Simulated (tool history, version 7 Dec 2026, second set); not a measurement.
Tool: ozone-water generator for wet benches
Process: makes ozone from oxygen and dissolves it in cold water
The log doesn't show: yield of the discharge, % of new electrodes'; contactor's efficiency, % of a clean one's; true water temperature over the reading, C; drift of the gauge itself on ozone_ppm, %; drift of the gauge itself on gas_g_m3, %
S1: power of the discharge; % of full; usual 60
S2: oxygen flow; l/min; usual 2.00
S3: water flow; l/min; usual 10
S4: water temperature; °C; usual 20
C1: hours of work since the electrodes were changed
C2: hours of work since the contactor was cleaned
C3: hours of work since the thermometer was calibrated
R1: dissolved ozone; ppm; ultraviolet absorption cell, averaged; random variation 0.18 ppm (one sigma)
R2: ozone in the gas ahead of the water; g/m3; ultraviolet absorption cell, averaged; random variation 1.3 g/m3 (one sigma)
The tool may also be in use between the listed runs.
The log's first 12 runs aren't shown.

run	hour	S1	S2	S3	S4	C1	C2	C3	R1	R2
13	1815.0	80	2.00	10	20	2154	822	1487	30.3	305.3
14	1973.8	60	2.00	10	20	2252	920	1585	24.8	250.1
15	2161.7	60	2.00	10	20	2367	1036	1700	24.4	245.6
16	2250.7	53	2.00	10	20	2422	1090	1755	22.4	224.7
17	2392.5	60	2.00	10	20	2509	1177	1842	24.7	247.5
18	2513.3	59	2.00	14	17	2584	1252	1917	18.7	245.1
19	2706.2	77	2.00	6	20	2702	1370	2035	42.1	296.9
20	2850.4	84	1.51	6	20	2791	1459	2124	42.5	348.4
21	3029.0	84	1.51	6	20	2901	1569	2234	42.5	347.3
22	3153.4	84	1.51	6	20	2977	1645	2310	42.5	345.3
23	3295.6	84	1.51	6	20	3065	1733	2398	42.3	346.8
24	3446.8	84	1.14	9	20	3158	1826	2491	28.2	378.1
25	3527.9	79	2.34	8	23	3208	1876	2541	34.7	288.0
26	3613.7	60	2.00	9	21	3260	1929	2593	26.5	248.9
27	3709.6	60	2.00	9	21	3319	1988	2652	27.0	246.1
28	3863.9	56	2.67	9	18	3414	2083	2747	27.8	216.9
29	4038.7	60	2.00	10	12	3522	2190	2855	27.2	247.7
30	4192.9	62	2.00	7	20	3617	2285	2950	32.6	255.3
# hour 4299.1: water thermometer calibrated
31	4353.5	53	1.23	8	12	3715	2383	33	25.1	266.1
32	4514.7	54	1.33	11	14	3814	2482	133	19.5	260.8
33	4684.3	60	3.20	10	20	3919	2587	237	27.4	214.5

Forecast each of these 3 alternatives for the next run:
A	4876.1	67	3.20	15	20	4036	2705	355	?	?
B	4876.1	45	2.00	9	13	4036	2705	355	?	?
C	4876.1	60	3.20	10	12	4036	2705	355	?	?

run	R1	R2
A	22.4	233.6
B	23.9	200.5
C	31.2	213.5
Without the tool's hidden state the same runs would have given:
run	R1	R2
A	22.4	233.8
B	23.9	200.6
C	31.2	213.6
